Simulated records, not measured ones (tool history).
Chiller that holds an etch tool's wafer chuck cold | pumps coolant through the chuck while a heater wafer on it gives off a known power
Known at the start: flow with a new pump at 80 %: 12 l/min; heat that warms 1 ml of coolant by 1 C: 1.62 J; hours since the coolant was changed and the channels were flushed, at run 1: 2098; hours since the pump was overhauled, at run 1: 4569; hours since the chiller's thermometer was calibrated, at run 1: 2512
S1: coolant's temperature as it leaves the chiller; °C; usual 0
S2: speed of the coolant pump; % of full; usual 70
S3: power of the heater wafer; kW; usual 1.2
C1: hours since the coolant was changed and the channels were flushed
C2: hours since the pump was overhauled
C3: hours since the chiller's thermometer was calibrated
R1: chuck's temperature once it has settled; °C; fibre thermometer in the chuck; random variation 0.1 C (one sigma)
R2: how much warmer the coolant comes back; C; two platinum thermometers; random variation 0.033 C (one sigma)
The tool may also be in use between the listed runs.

run 1 hour=0 | S1=0 S2=70 S3=1.2 | C1=2098 C2=4569 C3=2512 | R1=12.2 R2=4.36
run 2 hour=143.1 | S1=-3 S2=70 S3=1.2 | C1=2242 C2=4712 C3=2656 | R1=9.3 R2=4.3
run 3 hour=336.7 | S1=-3 S2=70 S3=1.2 | C1=2435 C2=4905 C3=2849 | R1=9 R2=4.32
-- hour=432.8 coolant pump overhauled
run 4 hour=508.7 | S1=0 S2=70 S3=1.2 | C1=2602 C2=76 C3=3016 | R1=12.1 R2=4.31
run 5 hour=678.5 | S1=0 S2=70 S3=1.2 | C1=2772 C2=246 C3=3186 | R1=12.3 R2=4.26
run 6 hour=812.4 | S1=0 S2=70 S3=1.2 | C1=2906 C2=380 C3=3320 | R1=12.2 R2=4.26
run 7 hour=937.7 | S1=0 S2=70 S3=1.2 | C1=3031 C2=505 C3=3445 | R1=12.2 R2=4.2
run 8 hour=1065.1 | S1=0 S2=70 S3=1.2 | C1=3158 C2=632 C3=3573 | R1=12.1 R2=4.27
run 9 hour=1201.7 | S1=0 S2=81 S3=1.2 | C1=3295 C2=769 C3=3709 | R1=10.7 R2=3.54
run 10 hour=1360.6 | S1=0 S2=81 S3=1.2 | C1=3454 C2=928 C3=3868 | R1=10.7 R2=3.56
run 11 hour=1452 | S1=0 S2=70 S3=1.2 | C1=3545 C2=1019 C3=3959 | R1=12.1 R2=4.21
run 12 hour=1652.6 | S1=0 S2=70 S3=1.2 | C1=3746 C2=1220 C3=4160 | R1=11.9 R2=4.14
run 13 hour=1817.6 | S1=0 S2=70 S3=1.2 | C1=3911 C2=1385 C3=4325 | R1=12.3 R2=4.21
-- hour=1906.1 coolant changed, channels flushed
run 14 hour=1921.2 | S1=0 S2=70 S3=1.093 | C1=15 C2=1482 C3=4423 | R1=11.1 R2=3.8
run 15 hour=2130.9 | S1=0 S2=70 S3=1.2 | C1=225 C2=1692 C3=4632 | R1=12.1 R2=4.18
run 16 hour=2238.4 | S1=0 S2=70 S3=1.2 | C1=332 C2=1800 C3=4740 | R1=12 R2=4.15
run 17 hour=2344.5 | S1=0 S2=62 S3=0.794 | C1=438 C2=1906 C3=4846 | R1=8.8 R2=3.13
run 18 hour=2558 | S1=2 S2=93 S3=1.227 | C1=652 C2=2119 C3=5060 | R1=11.8 R2=3
run 19 hour=2783.4 | S1=3 S2=93 S3=1.227 | C1=877 C2=2345 C3=5285 | R1=13 R2=3.05
run 20 hour=2899.4 | S1=0 S2=72 S3=1.203 | C1=993 C2=2461 C3=5401 | R1=11.8 R2=3.95
run 21 hour=3041.3 | S1=1 S2=70 S3=1.021 | C1=1135 C2=2603 C3=5543 | R1=11.3 R2=3.38
run 22 hour=3186.4 | S1=7 S2=93 S3=0.633 | C1=1280 C2=2748 C3=5688 | R1=12.1 R2=1.39

The next listed run, before its measurement:
run 23 hour=3410.9 | S1=7 S2=93 S3=0.633 | C1=1505 C2=2972 C3=5912 | R1=? R2=?

{"run 23": {"R1": 12.1, "R2": 1.38}}
Without the tool's hidden state the same run would have given R1 12.1 °C, R2 1.64 C.
